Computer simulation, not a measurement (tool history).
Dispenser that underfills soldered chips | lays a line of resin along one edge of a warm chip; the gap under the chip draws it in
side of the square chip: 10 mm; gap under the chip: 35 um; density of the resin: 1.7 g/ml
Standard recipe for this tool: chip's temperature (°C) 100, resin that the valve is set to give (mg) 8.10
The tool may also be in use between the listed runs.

run  hour  chip's temperature (°C)  resin that the valve is set to give (mg)  time until the resin shows at the far edge (s)  resin that the valve gave (mg)
  1   0.0                      100                                      8.10                                           219.3                            7.86
  2   4.3                       86                                      8.10                                           508.5                            7.84
      5.0  -- new syringe of resin
  3   7.2                       86                                      8.10                                           411.1                            7.79
  4   9.7                      100                                      9.98                                           227.1                            9.66
  5  12.2                      100                                      9.98                                           242.7                            9.72
     13.9  -- new syringe of resin
  6  14.9                      100                                      9.98                                           188.6                            9.65
  7  17.0                      100                                      8.62                                           203.8                            8.26
  8  20.8                      100                                      8.62                                           239.3                            8.23
     22.9  -- new syringe of resin
  9  23.5                      100                                      8.62                                           186.3                            8.23
 10  27.6                      109                                      8.62                                           148.0                            8.25
 11  30.5                      109                                      8.62                                           162.7                            8.27
     32.1  -- new syringe of resin
 12  33.8                      109                                      8.62                                           135.0                            8.31
     36.6  -- dispensing valve cleaned and set on the balance
 13  39.0                      100                                      8.24                                           232.2                            8.23
     42.1  -- new syringe of resin
 14  42.1                      102                                      8.09                                           170.1                            8.13
 15  46.3                      102                                      8.09                                           204.5                            8.11
 16  49.4                      102                                      8.09                                           223.2                            8.10

Run 17, settings as shown, results not yet in. Your forecast:
     51.1  -- new syringe of resin
 17  54.1                       88                                      8.67                                               ?                               ?

{"run 17": {"time until the resin shows at the far edge (s)": 367.9, "resin that the valve gave (mg)": 8.64}}
On a tool with no hidden condition, and with the same random variation, this run would have come out at time until the resin shows at the far edge (s) 324.7, resin that the valve gave (mg) 8.68.
